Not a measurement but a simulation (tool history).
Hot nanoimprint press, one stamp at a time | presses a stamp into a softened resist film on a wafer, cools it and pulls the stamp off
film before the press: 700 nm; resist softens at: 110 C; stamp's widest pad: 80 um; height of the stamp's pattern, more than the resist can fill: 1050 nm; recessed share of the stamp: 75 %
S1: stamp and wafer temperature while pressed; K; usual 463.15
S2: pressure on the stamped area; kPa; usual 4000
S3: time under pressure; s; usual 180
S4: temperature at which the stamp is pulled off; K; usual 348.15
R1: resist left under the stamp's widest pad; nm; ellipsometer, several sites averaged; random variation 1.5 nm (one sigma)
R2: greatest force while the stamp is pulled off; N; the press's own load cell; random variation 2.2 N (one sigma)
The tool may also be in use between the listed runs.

run,day,S1,S2,S3,S4,R1,R2
1,0,463.15,4000,180,348.15,249.4,101
2,1.604,463.15,4000,180,348.15,250.3,99
3,4.833,463.15,4000,180,348.15,249.7,100
4,7.788,463.15,4000,180,348.15,248.5,96
5,11.612,463.15,4000,180,348.15,248.1,99
6,14.542,462.15,4000,180,348.15,257,101
7,16.888,462.15,4000,180,348.15,255.2,100
8,19.396,462.15,4000,180,348.15,258.6,94
9,22.121,462.15,4000,180,348.15,257.7,97
10,25.562,463.15,4000,180,354.15,248.3,83
11,27.621,463.15,4000,180,348.15,250.6,99
12,29.562,463.15,4000,180,348.15,250.9,98
13,32.858,463.15,4000,180,348.15,250.9,98
14,34.462,463.15,4000,180,348.15,248,102
15,37.521,463.15,5590,180,344.15,211.4,107
16,40.55,463.15,5590,180,344.15,214.8,108
17,42.567,463.15,4000,335,348.15,190.9,95
18,44.962,455.15,2860,208,353.15,344.9,86
19,48.3,455.15,5420,208,347.15,261.5,96
20,51.967,455.15,5420,208,347.15,262.2,97
21,53.912,458.15,5420,184,355.15,250.6,81
22,56.146,458.15,5420,184,355.15,246.8,82
23,59.479,455.15,5730,180,348.15,269.8,98
24,63.288,455.15,2670,109,348.15,437,97
25,64.9,463.15,2770,227,348.15,270.6,96
26,68.146,463.15,2770,227,348.15,267.3,100
27,71.829,463.15,2770,227,348.15,269,97

Not shown: 5 entries that the log had between the listed runs. Between which runs, and how does the tool's hidden state differ before and after?
Between runs 7 and 8: stamp cleaned and given a new release coat (day 18.467)
  grip of the stamp's worn release coat, % over a new coat's: 0.7 -> 0
Between runs 12 and 13: plate thermocouple calibrated (day 31.688)
  true temperature over the reading, C: -0.03 -> 0; grip of the stamp's worn release coat, % over a new coat's: 0.4 -> 0.6
Between runs 14 and 15: stamp cleaned and given a new release coat (day 37.108)
  true temperature over the reading, C: 0 -> -0.01; grip of the stamp's worn release coat, % over a new coat's: 0.6 -> 0
Between runs 17 and 18: press's hydraulic seals changed and the load cell set to zero (day 44.054)
  pressure that arrives at the usual setting, %: 99.96 -> 100; grip of the stamp's worn release coat, % over a new coat's: 0.2 -> 0.3
Between runs 21 and 22: stamp cleaned and given a new release coat (day 55.975)
  grip of the stamp's worn release coat, % over a new coat's: 0.6 -> 0

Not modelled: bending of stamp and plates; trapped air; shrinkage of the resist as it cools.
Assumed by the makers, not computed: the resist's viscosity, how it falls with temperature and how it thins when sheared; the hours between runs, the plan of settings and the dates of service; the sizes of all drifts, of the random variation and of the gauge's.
